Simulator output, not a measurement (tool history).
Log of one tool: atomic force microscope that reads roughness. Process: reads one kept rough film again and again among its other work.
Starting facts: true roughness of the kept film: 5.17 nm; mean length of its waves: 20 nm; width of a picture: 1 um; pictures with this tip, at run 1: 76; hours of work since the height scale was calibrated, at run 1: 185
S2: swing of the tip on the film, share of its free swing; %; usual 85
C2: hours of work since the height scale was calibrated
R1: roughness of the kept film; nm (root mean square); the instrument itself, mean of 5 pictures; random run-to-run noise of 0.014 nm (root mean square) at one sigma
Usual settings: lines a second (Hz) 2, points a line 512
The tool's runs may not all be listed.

run 1 hour=0 | lines_a_second_(Hz)=2 S2=85 points_a_line=512 | pictures_with_this_tip=76 C2=185 | R1=2.5
run 2 hour=16.2 | lines_a_second_(Hz)=2 S2=85 points_a_line=512 | pictures_with_this_tip=98 C2=194 | R1=2.265
run 3 hour=34.3 | lines_a_second_(Hz)=2 S2=85 points_a_line=512 | pictures_with_this_tip=122 C2=204 | R1=2.1
run 4 hour=46.4 | lines_a_second_(Hz)=2 S2=85 points_a_line=512 | pictures_with_this_tip=139 C2=211 | R1=1.987
run 5 hour=60.1 | lines_a_second_(Hz)=2 S2=85 points_a_line=512 | pictures_with_this_tip=157 C2=219 | R1=1.881
-- hour=74.7 new tip fitted
run 6 hour=77.8 | lines_a_second_(Hz)=2 S2=85 points_a_line=512 | pictures_with_this_tip=4 C2=228 | R1=3.267
run 7 hour=86.8 | lines_a_second_(Hz)=2 S2=57 points_a_line=512 | pictures_with_this_tip=16 C2=233 | R1=3.337
run 8 hour=98 | lines_a_second_(Hz)=2 S2=85 points_a_line=512 | pictures_with_this_tip=31 C2=240 | R1=2.829
run 9 hour=114.4 | lines_a_second_(Hz)=2 S2=85 points_a_line=282 | pictures_with_this_tip=53 C2=249 | R1=2.498
-- hour=117 height scale calibrated on a step standard
run 10 hour=126.4 | lines_a_second_(Hz)=2 S2=85 points_a_line=282 | pictures_with_this_tip=67 C2=5 | R1=2.367
run 11 hour=143.3 | lines_a_second_(Hz)=2 S2=85 points_a_line=400 | pictures_with_this_tip=90 C2=15 | R1=2.182
-- hour=154.2 height scale calibrated on a step standard, once more
run 12 hour=156.3 | lines_a_second_(Hz)=2 S2=60 points_a_line=400 | pictures_with_this_tip=106 C2=1 | R1=2.237
run 13 hour=166.3 | lines_a_second_(Hz)=2 S2=79 points_a_line=465 | pictures_with_this_tip=120 C2=7 | R1=2.039
run 14 hour=180.3 | lines_a_second_(Hz)=2 S2=75 points_a_line=582 | pictures_with_this_tip=138 C2=15 | R1=1.965
run 15 hour=198.3 | lines_a_second_(Hz)=2 S2=75 points_a_line=582 | pictures_with_this_tip=162 C2=25 | R1=1.8
-- hour=208.8 new tip fitted
run 16 hour=218.5 | lines_a_second_(Hz)=3.99 S2=75 points_a_line=582 | pictures_with_this_tip=13 C2=36 | R1=3.049
run 17 hour=230.6 | lines_a_second_(Hz)=2.2 S2=63 points_a_line=931 | pictures_with_this_tip=29 C2=43 | R1=3.114

Branching from run 17: 5 alternative next runs. What would each branch give?
run A hour=247.1 | lines_a_second_(Hz)=2 S2=81 points_a_line=260 | pictures_with_this_tip=51 C2=52 | R1=?
run B hour=247.1 | lines_a_second_(Hz)=2.2 S2=63 points_a_line=931 | pictures_with_this_tip=51 C2=52 | R1=?
run C hour=247.1 | lines_a_second_(Hz)=0.88 S2=83 points_a_line=658 | pictures_with_this_tip=51 C2=52 | R1=?
run D hour=247.1 | lines_a_second_(Hz)=2.2 S2=85 points_a_line=931 | pictures_with_this_tip=51 C2=52 | R1=?
run E hour=247.1 | lines_a_second_(Hz)=0.95 S2=85 points_a_line=512 | pictures_with_this_tip=51 C2=52 | R1=?

run=A R1=2.575
run=B R1=2.824
run=C R1=2.795
run=D R1=2.616
run=E R1=2.75
With no hidden state in the tool, these same runs would have given:
run=A R1=3.336
run=B R1=3.657
run=C R1=3.618
run=D R1=3.389
run=E R1=3.562
